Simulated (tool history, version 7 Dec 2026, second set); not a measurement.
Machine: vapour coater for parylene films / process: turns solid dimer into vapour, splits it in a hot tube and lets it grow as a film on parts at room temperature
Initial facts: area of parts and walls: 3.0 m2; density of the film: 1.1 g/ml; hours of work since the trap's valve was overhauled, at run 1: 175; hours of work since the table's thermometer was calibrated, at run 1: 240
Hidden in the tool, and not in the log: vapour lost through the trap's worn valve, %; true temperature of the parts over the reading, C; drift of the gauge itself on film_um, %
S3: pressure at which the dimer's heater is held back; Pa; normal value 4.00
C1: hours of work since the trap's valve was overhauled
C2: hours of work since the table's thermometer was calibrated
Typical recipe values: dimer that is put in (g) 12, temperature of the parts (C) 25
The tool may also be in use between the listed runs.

Run 1, hour 0.0: usual settings; C1 175; C2 240. Result: thickness of the film (um) 2.17.
Run 2, hour 14.5: usual settings; C1 182; C2 247. Result: thickness of the film (um) 2.16.
Run 3, hour 28.7: usual settings; C1 189; C2 253. Result: thickness of the film (um) 2.13.
Run 4, hour 39.8: usual settings; C1 194; C2 259. Result: thickness of the film (um) 2.14.
Run 5, hour 60.9: usual settings; C1 205; C2 269. Result: thickness of the film (um) 2.15.
Run 6, hour 73.3: usual settings; C1 211; C2 275. Result: thickness of the film (um) 2.13.
Run 7, hour 85.9: usual settings; C1 217; C2 281. Result: thickness of the film (um) 2.12.
Run 8, hour 108.8: usual settings but S3 8.45 Pa; C1 228; C2 292. Result: thickness of the film (um) 1.98.
Run 9, hour 128.6: usual settings; C1 237; C2 302. Result: thickness of the film (um) 2.12.
Run 10, hour 150.2: usual settings; C1 248; C2 312. Result: thickness of the film (um) 2.16.
Run 11, hour 163.4: usual settings; C1 254; C2 318. Result: thickness of the film (um) 2.12.
Run 12, hour 185.8: usual settings but temperature of the parts (C) 23; C1 265; C2 329. Result: thickness of the film (um) 2.26.
Run 13, hour 201.5: usual settings but dimer that is put in (g) 6, temperature of the parts (C) 23, S3 8.88 Pa; C1 272; C2 337. Result: thickness of the film (um) 1.07.
Run 14, hour 217.1: usual settings but dimer that is put in (g) 6, temperature of the parts (C) 23, S3 8.88 Pa; C1 280; C2 344. Result: thickness of the film (um) 1.06.
Run 15, hour 229.9: usual settings but dimer that is put in (g) 6, temperature of the parts (C) 23, S3 8.88 Pa; C1 286; C2 350. Result: thickness of the film (um) 1.02.
Run 16, hour 249.7: usual settings but S3 2.47 Pa; C1 296; C2 360. Result: thickness of the film (um) 2.16.
Run 17, hour 262.8: usual settings but dimer that is put in (g) 8, S3 8.59 Pa; C1 302; C2 366. Result: thickness of the film (um) 1.28.
Run 18, hour 285.5: usual settings but dimer that is put in (g) 18, S3 2.47 Pa; C1 313; C2 377. Result: thickness of the film (um) 3.28.
Run 19, hour 306.2: usual settings but dimer that is put in (g) 16, temperature of the parts (C) 22, S3 2.05 Pa; C1 323; C2 387. Result: thickness of the film (um) 3.24.
Run 20, hour 328.7: usual settings but temperature of the parts (C) 26; C1 334; C2 398. Result: thickness of the film (um) 1.99.
Run 21, hour 351.0: usual settings but temperature of the parts (C) 26; C1 344; C2 409. Result: thickness of the film (um) 1.96.
Run 22, hour 363.0: usual settings but dimer that is put in (g) 11, S3 10.33 Pa; C1 350; C2 415. Result: thickness of the film (um) 1.74.
Run 23, hour 375.0: usual settings but dimer that is put in (g) 13, temperature of the parts (C) 28, S3 10.33 Pa; C1 356; C2 420. Result: thickness of the film (um) 1.82.

4 options for the next run, each taken on its own from the tool as it stands now. Forecast them:
Run A, hour 394.6: usual settings but dimer that is put in (g) 20, temperature of the parts (C) 34, S3 2.32 Pa; C1 365; C2 430. Result: thickness of the film (um) ?.
Run B, hour 394.6: usual settings but dimer that is put in (g) 13, temperature of the parts (C) 19, S3 2.42 Pa; C1 365; C2 430. Result: thickness of the film (um) ?.
Run C, hour 394.6: usual settings but dimer that is put in (g) 13, temperature of the parts (C) 24, S3 3.81 Pa; C1 365; C2 430. Result: thickness of the film (um) ?.
Run D, hour 394.6: usual settings but dimer that is put in (g) 21; C1 365; C2 430. Result: thickness of the film (um) ?.

run  thickness of the film (um)
  A                        2.58
  B                        2.85
  C                        2.30
  D                        3.63
With the hidden condition removed and each run's random variation left untouched, the same runs would have given:
run  thickness of the film (um)
  A                        2.87
  B                        3.18
  C                        2.56
  D                        4.04
